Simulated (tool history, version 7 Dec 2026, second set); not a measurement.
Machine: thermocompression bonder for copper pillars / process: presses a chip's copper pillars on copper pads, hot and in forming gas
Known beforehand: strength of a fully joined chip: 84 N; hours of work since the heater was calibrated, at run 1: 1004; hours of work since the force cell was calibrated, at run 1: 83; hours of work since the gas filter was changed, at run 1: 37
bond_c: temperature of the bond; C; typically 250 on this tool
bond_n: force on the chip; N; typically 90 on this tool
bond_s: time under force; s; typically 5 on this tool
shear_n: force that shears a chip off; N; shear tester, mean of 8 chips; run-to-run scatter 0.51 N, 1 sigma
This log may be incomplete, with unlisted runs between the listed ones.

run,day,bond_c,bond_n,bond_s,hours of work since the heater was calibrated,hours of work since the force cell was calibrated,hours of work since the gas filter was changed,shear_n
1,0.000,250,90,5,1004,83,37,54.1
2,0.483,250,90,5,1008,88,42,55.0
3,1.012,250,90,5,1013,93,47,54.6
4,1.479,273,90,5,1018,98,51,64.8
5,1.838,273,90,5,1021,101,55,63.8
6,2.179,273,90,5,1025,105,58,63.7
7,2.600,273,90,5,1029,109,62,64.5
8,2.975,273,90,5,1032,112,66,63.5
9,3.488,273,90,5,1037,117,71,63.9
10,3.779,273,90,5,1040,120,74,63.3
11,4.283,273,96,5,1045,125,78,64.5
12,4.554,273,96,5,1048,128,81,64.6
13,4.925,273,96,5,1051,131,85,63.9
14,5.225,273,96,5,1054,134,88,63.8
15,5.604,273,96,5,1058,138,91,64.5
16,5.833,273,96,5,1060,140,93,64.6
17,6.346,273,96,5,1065,145,98,64.6
18,6.879,250,120,10,1070,150,104,70.1
19,7.192,260,120,3,1073,153,107,58.9
20,7.558,270,90,5,1077,157,110,60.7
21,8.012,224,112,3,1081,161,115,40.8
22,8.512,252,100,3,1086,166,119,49.2
23,8.879,250,118,5,1090,170,123,61.2
24,9.225,247,90,6,1093,173,126,55.2
# day 9.596: heater calibrated with a thermocouple chip
25,9.642,243,103,5,0,176,130,56.6
26,10.067,262,103,5,5,180,134,63.9
27,10.383,278,103,3,8,183,137,62.2
28,10.654,242,90,4,10,186,139,49.0
29,11.079,246,90,5,14,190,144,54.9
30,11.496,246,104,11,18,194,148,68.1
31,12.021,258,114,12,24,199,153,74.0
32,12.442,230,67,13,28,203,157,53.3
33,12.733,250,90,9,30,206,160,63.8

How would selected steps in shear_n from run to run divide? Give the signed amount a tool lacking its hidden state would still show from settings, what came in and random variation, and the signed amount left for the hidden state, including any gauge scatter that is not in both of the compared results.
The tool's hidden condition here consists of: true temperature of the bond over the reading, C; force that reaches the chip, % of what is set; oxide that the forming gas leaves, % of the face; drift of the gauge itself on shear_n, %.
Run 20 -> 21: bond_c 270 -> 224, bond_n 90 -> 112, bond_s 5 -> 3. shear_n -19.9 N: hidden state -0.1, all else -19.8.
Run 24 -> 25: bond_c 247 -> 243, bond_n 90 -> 103, bond_s 6 -> 5, heater calibrated with a thermocouple chip. shear_n +1.4 N: hidden state +2.8, all else -1.4.
Run 27 -> 28: bond_c 278 -> 242, bond_n 103 -> 90, bond_s 3 -> 4. shear_n -13.2 N: hidden state +0.4, all else -13.6.
Run 29 -> 30: bond_n 90 -> 104, bond_s 5 -> 11. shear_n +13.2 N: hidden state -0.6, all else +13.8.
Run 31 -> 32: bond_c 258 -> 230, bond_n 114 -> 67, bond_s 12 -> 13. shear_n -20.7 N: hidden state +0.8, all else -21.5.

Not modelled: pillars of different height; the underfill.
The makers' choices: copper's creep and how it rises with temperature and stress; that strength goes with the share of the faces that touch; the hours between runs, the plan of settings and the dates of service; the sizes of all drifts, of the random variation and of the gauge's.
